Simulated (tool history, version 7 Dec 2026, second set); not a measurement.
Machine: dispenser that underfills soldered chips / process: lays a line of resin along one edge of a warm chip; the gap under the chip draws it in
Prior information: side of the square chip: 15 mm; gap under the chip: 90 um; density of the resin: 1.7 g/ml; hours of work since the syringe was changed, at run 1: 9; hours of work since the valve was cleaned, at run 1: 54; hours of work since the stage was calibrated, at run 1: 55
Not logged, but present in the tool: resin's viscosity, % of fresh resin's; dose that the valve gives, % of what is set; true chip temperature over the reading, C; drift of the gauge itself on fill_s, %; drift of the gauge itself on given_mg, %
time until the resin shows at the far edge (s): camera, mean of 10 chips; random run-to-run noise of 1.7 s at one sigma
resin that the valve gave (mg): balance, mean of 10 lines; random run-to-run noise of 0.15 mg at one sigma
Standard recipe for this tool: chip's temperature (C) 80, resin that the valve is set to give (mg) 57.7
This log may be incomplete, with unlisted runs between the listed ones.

| run | hour | chip's temperature (C) | resin that the valve is set to give (mg) | hours of work since the syringe was changed | hours of work since the valve was cleaned | hours of work since the stage was calibrated | time until the resin shows at the far edge (s) | resin that the valve gave (mg) |
|---|---|---|---|---|---|---|---|---|
| 1 | 0 | 80 | 57.7 | 9 | 54 | 55 | 233.2 | 56.04 |
|  | 2.9 | new syringe of resin |
| 2 | 6.6 | 80 | 64.2 | 2 | 58 | 59 | 184.5 | 61.77 |
| 3 | 15.8 | 80 | 67 | 8 | 64 | 65 | 221.2 | 64.37 |
|  | 20.7 | new syringe of resin |
| 4 | 23.4 | 80 | 57.7 | 2 | 68 | 69 | 189.3 | 55.52 |
| 5 | 32.9 | 80 | 65.4 | 8 | 74 | 75 | 223.9 | 62.73 |
|  | 39.1 | new syringe of resin |
| 6 | 46.5 | 89 | 65.4 | 5 | 83 | 83 | 143.8 | 62.52 |
|  | 57 | new syringe of resin |
| 7 | 60.3 | 80 | 57.7 | 2 | 91 | 92 | 191.9 | 54.79 |
| 8 | 71.2 | 80 | 57.7 | 9 | 98 | 98 | 235.9 | 54.23 |
|  | 74.5 | dispensing valve cleaned and set on the balance |
|  | 75.7 | new syringe of resin |
| 9 | 83.9 | 80 | 57.7 | 5 | 6 | 106 | 204.3 | 57.52 |
|  | 94.2 | new syringe of resin |
| 10 | 97.3 | 80 | 57.7 | 2 | 14 | 114 | 189.1 | 57.04 |
| 11 | 107.8 | 70 | 57.7 | 8 | 20 | 120 | 350.8 | 57.17 |
|  | 111.7 | new syringe of resin |
| 12 | 118.6 | 80 | 64.4 | 4 | 27 | 127 | 207.6 | 63.22 |
|  | 129.7 | new syringe of resin |
| 13 | 130.8 | 80 | 64.4 | 1 | 34 | 134 | 183 | 62.85 |
| 14 | 136.6 | 80 | 64.4 | 4 | 38 | 138 | 206.3 | 63.11 |
|  | 147.7 | new syringe of resin |
| 15 | 149.5 | 80 | 57.7 | 1 | 46 | 146 | 188.8 | 56.27 |
| 16 | 155.7 | 80 | 57.7 | 5 | 50 | 149 | 208.1 | 56.09 |
| 17 | 164.7 | 91 | 57.7 | 11 | 55 | 155 | 165.5 | 55.98 |
|  | 165.6 | new syringe of resin |
| 18 | 171.8 | 91 | 57.7 | 4 | 59 | 159 | 135 | 55.79 |
| 19 | 179.6 | 91 | 57.7 | 9 | 64 | 164 | 155.6 | 55.37 |
|  | 183.7 | new syringe of resin |
| 20 | 191.1 | 74 | 59.1 | 5 | 71 | 171 | 265.4 | 56.56 |
|  | 201.4 | new syringe of resin |
| 21 | 203.3 | 93 | 51.6 | 1 | 79 | 178 | 116.6 | 49.27 |
| 22 | 213.8 | 72 | 62.1 | 8 | 85 | 185 | 313 | 59.01 |
|  | 219.6 | new syringe of resin |
| 23 | 220.3 | 88 | 70.9 | 0 | 89 | 189 | 133.9 | 67.34 |
| 24 | 231.4 | 83 | 70.9 | 7 | 96 | 196 | 207.2 | 67.09 |
|  | 237.4 | dispensing valve cleaned and set on the balance |
|  | 238.8 | new syringe of resin |
| 25 | 243.9 | 91 | 50.9 | 3 | 4 | 203 | 138.7 | 50.59 |
| 26 | 252.4 | 80 | 62.7 | 8 | 9 | 208 | 243.6 | 62.11 |

Run 27 is up next; what results do you expect?
|  | 256.5 | new syringe of resin |
| 27 | 263.8 | 78 | 67.7 | 5 | 16 | 215 | ? | ? |

time until the resin shows at the far edge (s): 225.4
resin that the valve gave (mg): 66.6
Take away the tool's hidden state, keep the run-to-run variation as it was, and the same run would have given time until the resin shows at the far edge (s) 185.3, resin that the valve gave (mg) 67.46.

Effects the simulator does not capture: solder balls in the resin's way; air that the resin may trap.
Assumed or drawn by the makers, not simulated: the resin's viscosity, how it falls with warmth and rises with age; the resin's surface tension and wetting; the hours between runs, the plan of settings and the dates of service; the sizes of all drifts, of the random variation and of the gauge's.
